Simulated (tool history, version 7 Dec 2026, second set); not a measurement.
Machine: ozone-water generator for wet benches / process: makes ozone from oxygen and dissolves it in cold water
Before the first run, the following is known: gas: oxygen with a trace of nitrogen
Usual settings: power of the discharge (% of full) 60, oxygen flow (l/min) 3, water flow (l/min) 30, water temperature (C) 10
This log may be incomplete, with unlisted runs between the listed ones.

run	day	power of the discharge (% of full)	oxygen flow (l/min)	water flow (l/min)	water temperature (C)	dissolved ozone (ppm)	ozone in the gas ahead of the water (g/m3)
1	0	60	3	30	10	8.9	171.2
2	1.683	60	3	30	10	9	170.2
3	2.804	60	3	23	10	12.4	172.4
4	4.417	60	3	23	10	12.6	171.6
# day 4.725: contactor cleaned
5	5.438	60	3	23	10	11.9	171.1
6	6.933	60	3	36	10	7.1	170.2
7	8.675	60	3	36	10	7	170.2
8	9.667	49	1.61	37	6	5.2	233.5
9	11.317	49	1.79	38	6	5.1	214.3
10	12.192	60	2.47	30	10	8.7	193.2
11	13.133	60	2.42	30	8	8.4	196.3

5 ways to go on from here, each from the tool as it stands after run 11. What would each give?
A	14.85	60	2.37	48	5	?	?
B	14.85	99	2.42	30	8	?	?
C	14.85	60	3	30	16	?	?
D	14.85	96	3	19	10	?	?
E	14.85	57	2.42	25	8	?	?

run	dissolved ozone (ppm)	ozone in the gas ahead of the water (g/m3)
A	4.7	199.5
B	11.2	258.8
C	8.5	169.8
D	19.3	220.1
E	10.3	190.4
The same runs, with their run-to-run variation unchanged, on a tool lacking any hidden condition would have given:
run	dissolved ozone (ppm)	ozone in the gas ahead of the water (g/m3)
A	5	203.2
B	12.1	265.1
C	9.1	172.9
D	20.5	225.4
E	11	193.8

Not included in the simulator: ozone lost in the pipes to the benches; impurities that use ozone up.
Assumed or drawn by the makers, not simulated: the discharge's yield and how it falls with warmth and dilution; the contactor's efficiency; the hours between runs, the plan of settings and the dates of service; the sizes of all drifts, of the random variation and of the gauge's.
